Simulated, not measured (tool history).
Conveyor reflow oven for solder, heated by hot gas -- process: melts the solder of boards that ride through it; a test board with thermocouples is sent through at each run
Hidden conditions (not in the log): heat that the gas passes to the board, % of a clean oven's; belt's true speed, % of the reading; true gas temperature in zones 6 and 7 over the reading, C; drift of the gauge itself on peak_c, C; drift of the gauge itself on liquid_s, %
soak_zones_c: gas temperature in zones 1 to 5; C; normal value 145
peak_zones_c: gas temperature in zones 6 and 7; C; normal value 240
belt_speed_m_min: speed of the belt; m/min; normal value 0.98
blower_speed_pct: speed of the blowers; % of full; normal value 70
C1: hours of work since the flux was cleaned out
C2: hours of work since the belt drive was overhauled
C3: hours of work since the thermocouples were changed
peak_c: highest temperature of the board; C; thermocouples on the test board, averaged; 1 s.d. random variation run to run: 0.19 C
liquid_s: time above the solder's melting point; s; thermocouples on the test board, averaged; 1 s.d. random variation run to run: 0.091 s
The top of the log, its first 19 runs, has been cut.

-- day=50.362 flux residue cleaned out of gas plates and filters
run 20 day=51.25 | soak_zones_c=145 peak_zones_c=251 belt_speed_m_min=0.98 blower_speed_pct=70 | C1=15 C2=753 C3=656 | peak_c=232.6 liquid_s=44.49
run 21 day=52.892 | soak_zones_c=146 peak_zones_c=251 belt_speed_m_min=0.906 blower_speed_pct=65 | C1=41 C2=780 C3=683 | peak_c=234.6 liquid_s=49.05
run 22 day=55.583 | soak_zones_c=135 peak_zones_c=249 belt_speed_m_min=0.906 blower_speed_pct=81 | C1=86 C2=824 C3=727 | peak_c=233.7 liquid_s=46.38
run 23 day=58.946 | soak_zones_c=135 peak_zones_c=249 belt_speed_m_min=0.906 blower_speed_pct=81 | C1=141 C2=879 C3=782 | peak_c=233.5 liquid_s=46.35
-- day=60.421 thermocouples of zones 6 and 7 changed
run 24 day=62.729 | soak_zones_c=147 peak_zones_c=255 belt_speed_m_min=1.033 blower_speed_pct=85 | C1=201 C2=939 C3=38 | peak_c=236.8 liquid_s=43.78
-- day=65.621 flux residue cleaned out of gas plates and filters
run 25 day=66.762 | soak_zones_c=147 peak_zones_c=255 belt_speed_m_min=1.033 blower_speed_pct=85 | C1=19 C2=1002 C3=100 | peak_c=237.1 liquid_s=44.04
run 26 day=69.171 | soak_zones_c=145 peak_zones_c=232 belt_speed_m_min=0.98 blower_speed_pct=60 | C1=58 C2=1041 C3=140 | peak_c=214.5 liquid_s=36.69
run 27 day=71.183 | soak_zones_c=145 peak_zones_c=230 belt_speed_m_min=0.834 blower_speed_pct=85 | C1=91 C2=1074 C3=173 | peak_c=220.5 liquid_s=47.75
run 28 day=74.021 | soak_zones_c=144 peak_zones_c=230 belt_speed_m_min=1.125 blower_speed_pct=84 | C1=138 C2=1121 C3=219 | peak_c=212.1 liquid_s=30.46
run 29 day=75.633 | soak_zones_c=138 peak_zones_c=240 belt_speed_m_min=0.98 blower_speed_pct=87 | C1=164 C2=1147 C3=246 | peak_c=224.4 liquid_s=39.91
run 30 day=79.225 | soak_zones_c=145 peak_zones_c=244 belt_speed_m_min=0.98 blower_speed_pct=55 | C1=223 C2=1206 C3=305 | peak_c=223.6 liquid_s=40.94

4 options for the next run, each taken on its own from the tool as it stands now. Forecast them:
-- day=80.575 flux residue cleaned out of gas plates and filters
run A day=83.162 | soak_zones_c=154 peak_zones_c=236 belt_speed_m_min=0.98 blower_speed_pct=86 | C1=42 C2=1267 C3=366 | peak_c=? liquid_s=?
-- day=80.575 flux residue cleaned out of gas plates and filters
run B day=83.162 | soak_zones_c=145 peak_zones_c=246 belt_speed_m_min=1.026 blower_speed_pct=68 | C1=42 C2=1267 C3=366 | peak_c=? liquid_s=?
-- day=80.575 flux residue cleaned out of gas plates and filters
run C day=83.162 | soak_zones_c=145 peak_zones_c=249 belt_speed_m_min=1.18 blower_speed_pct=55 | C1=42 C2=1267 C3=366 | peak_c=? liquid_s=?
-- day=80.575 flux residue cleaned out of gas plates and filters
run D day=83.162 | soak_zones_c=146 peak_zones_c=240 belt_speed_m_min=0.98 blower_speed_pct=70 | C1=42 C2=1267 C3=366 | peak_c=? liquid_s=?

run=A peak_c=223.4 liquid_s=43.62
run=B peak_c=226.2 liquid_s=40.16
run=C peak_c=220.2 liquid_s=32.13
run=D peak_c=223.5 liquid_s=41.14
With no hidden state in the tool, these same runs would have given:
run=A peak_c=223.4 liquid_s=43.58
run=B peak_c=226.2 liquid_s=40.12
run=C peak_c=220.3 liquid_s=32.09
run=D peak_c=223.5 liquid_s=41.09
